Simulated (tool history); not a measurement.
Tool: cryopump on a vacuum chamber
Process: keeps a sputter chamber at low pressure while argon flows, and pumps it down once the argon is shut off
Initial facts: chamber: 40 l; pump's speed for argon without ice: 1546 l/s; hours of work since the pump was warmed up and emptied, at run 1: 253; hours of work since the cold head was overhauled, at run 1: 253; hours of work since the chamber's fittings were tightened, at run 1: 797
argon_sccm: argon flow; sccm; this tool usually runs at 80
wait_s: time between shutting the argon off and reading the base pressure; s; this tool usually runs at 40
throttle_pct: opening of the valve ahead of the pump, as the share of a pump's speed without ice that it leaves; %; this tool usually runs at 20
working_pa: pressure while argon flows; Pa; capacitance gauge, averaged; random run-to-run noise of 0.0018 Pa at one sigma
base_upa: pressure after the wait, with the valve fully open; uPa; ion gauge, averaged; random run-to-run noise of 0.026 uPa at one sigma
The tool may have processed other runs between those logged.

run,hour,argon_sccm,wait_s,throttle_pct,hours of work since the pump was warmed up and emptied,hours of work since the cold head was overhauled,hours of work since the chamber's fittings were tightened,working_pa,base_upa
1,0,80,40,20,253,253,797,0.4695,2.02
2,12.7,80,40,20,259,259,803,0.4698,2.04
3,37.6,80,25,20,271,271,816,0.4759,2.61
4,56,148,40,20,280,280,825,0.8781,2.2
5,78.7,148,40,20,291,291,836,0.89,2.19
6,98.4,148,40,20,301,301,846,0.8799,2.18
# hour 117.5: pump warmed up, emptied and cooled again
7,121.1,80,40,20,2,310,854,0.4413,1.81
8,139,133,40,20,11,319,863,0.7292,1.83
9,151,133,40,36,17,325,869,0.4076,1.88
10,170.8,68,27,20,26,334,879,0.3746,2.27

For run 11, what comes out?
11,182.8,68,192,22,32,340,885,?,?

working_pa: 0.3424 Pa
base_upa: 1.1 uPa
Take away the tool's hidden state, keep the run-to-run variation as it was, and the same run would have given working_pa 0.3389 Pa, base_upa 0.35 uPa.
